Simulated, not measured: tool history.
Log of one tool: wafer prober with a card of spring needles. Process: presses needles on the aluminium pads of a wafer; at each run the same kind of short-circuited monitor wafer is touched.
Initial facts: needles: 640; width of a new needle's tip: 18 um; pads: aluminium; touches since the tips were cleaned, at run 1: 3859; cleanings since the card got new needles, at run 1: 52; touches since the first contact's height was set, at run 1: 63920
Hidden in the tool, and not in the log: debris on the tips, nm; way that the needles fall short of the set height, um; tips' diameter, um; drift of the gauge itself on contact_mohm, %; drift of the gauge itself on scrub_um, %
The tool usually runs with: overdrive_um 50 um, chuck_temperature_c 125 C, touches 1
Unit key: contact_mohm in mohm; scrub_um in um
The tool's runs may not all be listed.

run	hour	overdrive_um	chuck_temperature_c	touches	touches since the tips were cleaned	cleanings since the card got new needles	touches since the first contact's height was set	contact_mohm	scrub_um
1	0.0	50	125	1	3859	52	63920	143	9.26
# hour 3.8: height of the first contact set anew
# hour 7.3: tips cleaned on abrasive film
# hour 24.4: tips cleaned on abrasive film
# hour 38.4: tips cleaned on abrasive film
2	43.2	50	125	2	2190	55	17829	144	9.25
# hour 53.7: tips cleaned on abrasive film
# hour 67.7: tips cleaned on abrasive film
# hour 85.1: tips cleaned on abrasive film
# hour 99.1: tips cleaned on abrasive film
3	104.6	50	125	2	2481	59	45596	143	9.27
# hour 115.1: tips cleaned on abrasive film
# hour 132.5: tips cleaned on abrasive film
4	143.7	50	26	2	5086	61	63308	127	9.26
# hour 147.2: tips cleaned on abrasive film
# hour 151.0: height of the first contact set anew
# hour 165.0: tips cleaned on abrasive film
# hour 179.0: tips cleaned on abrasive film
# hour 196.4: tips cleaned on abrasive film
# hour 213.5: tips cleaned on abrasive film
5	215.1	50	125	2	768	66	29040	142	9.26
# hour 229.1: tips cleaned on abrasive film
# hour 246.6: tips cleaned on abrasive film
6	255.6	50	125	2	4115	68	47380	140	9.32
# hour 262.7: tips cleaned on abrasive film
# hour 279.7: tips cleaned on abrasive film
7	290.8	50	125	1	5039	70	63302	142	9.23
# hour 294.3: tips cleaned on abrasive film
# hour 298.1: height of the first contact set anew
# hour 312.1: tips cleaned on abrasive film
8	323.8	50	125	1	5329	72	11652	143	9.27
# hour 327.4: tips cleaned on abrasive film
# hour 344.8: tips cleaned on abrasive film
# hour 358.8: tips cleaned on abrasive film
# hour 372.8: tips cleaned on abrasive film
9	372.8	50	125	1	0	76	33795	144	9.21
# hour 386.8: tips cleaned on abrasive film
# hour 403.9: tips cleaned on abrasive film
# hour 420.9: tips cleaned on abrasive film
10	424.3	50	98	1	1543	79	57105	138	9.28
# hour 438.3: tips cleaned on abrasive film
# hour 445.5: height of the first contact set anew
# hour 452.5: tips cleaned on abrasive film
# hour 469.6: tips cleaned on abrasive film
11	470.0	48	125	1	161	82	11059	144	8.88
# hour 483.9: tips cleaned on abrasive film
# hour 500.9: tips cleaned on abrasive film
# hour 518.4: tips cleaned on abrasive film
# hour 535.8: tips cleaned on abrasive film
12	540.8	48	26	2	2290	86	43137	124	8.90
# hour 551.0: tips cleaned on abrasive film
# hour 565.0: tips cleaned on abrasive film
# hour 582.4: tips cleaned on abrasive film
# hour 593.1: height of the first contact set anew
# hour 600.2: tips cleaned on abrasive film
13	613.9	48	36	2	6249	90	9411	128	8.91
# hour 617.4: tips cleaned on abrasive film
# hour 634.8: tips cleaned on abrasive film
# hour 652.0: tips cleaned on abrasive film
14	665.6	48	28	2	6180	93	32820	128	8.86
# hour 669.1: tips cleaned on abrasive film
# hour 683.1: tips cleaned on abrasive film
# hour 700.6: tips cleaned on abrasive film
# hour 718.0: tips cleaned on abrasive film
15	724.6	51	37	2	2991	97	59515	128	9.46

How the hidden state differs across the entries between the runs, from the last listed run before each to the first after it:
In the gap between runs 1 and 2: height of the first contact set anew (hour 3.8); tips cleaned on abrasive film (hour 7.3); tips cleaned on abrasive film (hour 24.4); tips cleaned on abrasive film (hour 38.4)
  debris on the tips, nm: 0.4 -> 0.3
In the gap between runs 2 and 3: tips cleaned on abrasive film (hour 53.7); tips cleaned on abrasive film (hour 67.7); tips cleaned on abrasive film (hour 85.1); tips cleaned on abrasive film (hour 99.1)
  nothing in the hidden state changes from one run to the other
In the gap between runs 3 and 4: tips cleaned on abrasive film (hour 115.1); tips cleaned on abrasive film (hour 132.5)
  debris on the tips, nm: 0.3 -> 0.5
In the gap between runs 4 and 5: tips cleaned on abrasive film (hour 147.2); height of the first contact set anew (hour 151.0); tips cleaned on abrasive film (hour 165.0); tips cleaned on abrasive film (hour 179.0); tips cleaned on abrasive film (hour 196.4); tips cleaned on abrasive film (hour 213.5)
  debris on the tips, nm: 0.5 -> 0.2
In the gap between runs 5 and 6: tips cleaned on abrasive film (hour 229.1); tips cleaned on abrasive film (hour 246.6)
  debris on the tips, nm: 0.2 -> 0.4
In the gap between runs 6 and 7: tips cleaned on abrasive film (hour 262.7); tips cleaned on abrasive film (hour 279.7)
  debris on the tips, nm: 0.4 -> 0.5
In the gap between runs 7 and 8: tips cleaned on abrasive film (hour 294.3); height of the first contact set anew (hour 298.1); tips cleaned on abrasive film (hour 312.1)
  nothing in the hidden state changes from one run to the other
In the gap between runs 8 and 9: tips cleaned on abrasive film (hour 327.4); tips cleaned on abrasive film (hour 344.8); tips cleaned on abrasive film (hour 358.8); tips cleaned on abrasive film (hour 372.8)
  debris on the tips, nm: 0.5 -> 0
In the gap between runs 9 and 10: tips cleaned on abrasive film (hour 386.8); tips cleaned on abrasive film (hour 403.9); tips cleaned on abrasive film (hour 420.9)
  debris on the tips, nm: 0 -> 0.3
In the gap between runs 10 and 11: tips cleaned on abrasive film (hour 438.3); height of the first contact set anew (hour 445.5); tips cleaned on abrasive film (hour 452.5); tips cleaned on abrasive film (hour 469.6)
  debris on the tips, nm: 0.3 -> 0.1
In the gap between runs 11 and 12: tips cleaned on abrasive film (hour 483.9); tips cleaned on abrasive film (hour 500.9); tips cleaned on abrasive film (hour 518.4); tips cleaned on abrasive film (hour 535.8)
  debris on the tips, nm: 0.1 -> 0.4
In the gap between runs 12 and 13: tips cleaned on abrasive film (hour 551.0); tips cleaned on abrasive film (hour 565.0); tips cleaned on abrasive film (hour 582.4); height of the first contact set anew (hour 593.1); tips cleaned on abrasive film (hour 600.2)
  debris on the tips, nm: 0.4 -> 0.5
In the gap between runs 13 and 14: tips cleaned on abrasive film (hour 617.4); tips cleaned on abrasive film (hour 634.8); tips cleaned on abrasive film (hour 652.0)
  nothing in the hidden state changes from one run to the other
In the gap between runs 14 and 15: tips cleaned on abrasive film (hour 669.1); tips cleaned on abrasive film (hour 683.1); tips cleaned on abrasive film (hour 700.6); tips cleaned on abrasive film (hour 718.0)
  debris on the tips, nm: 0.5 -> 0.4
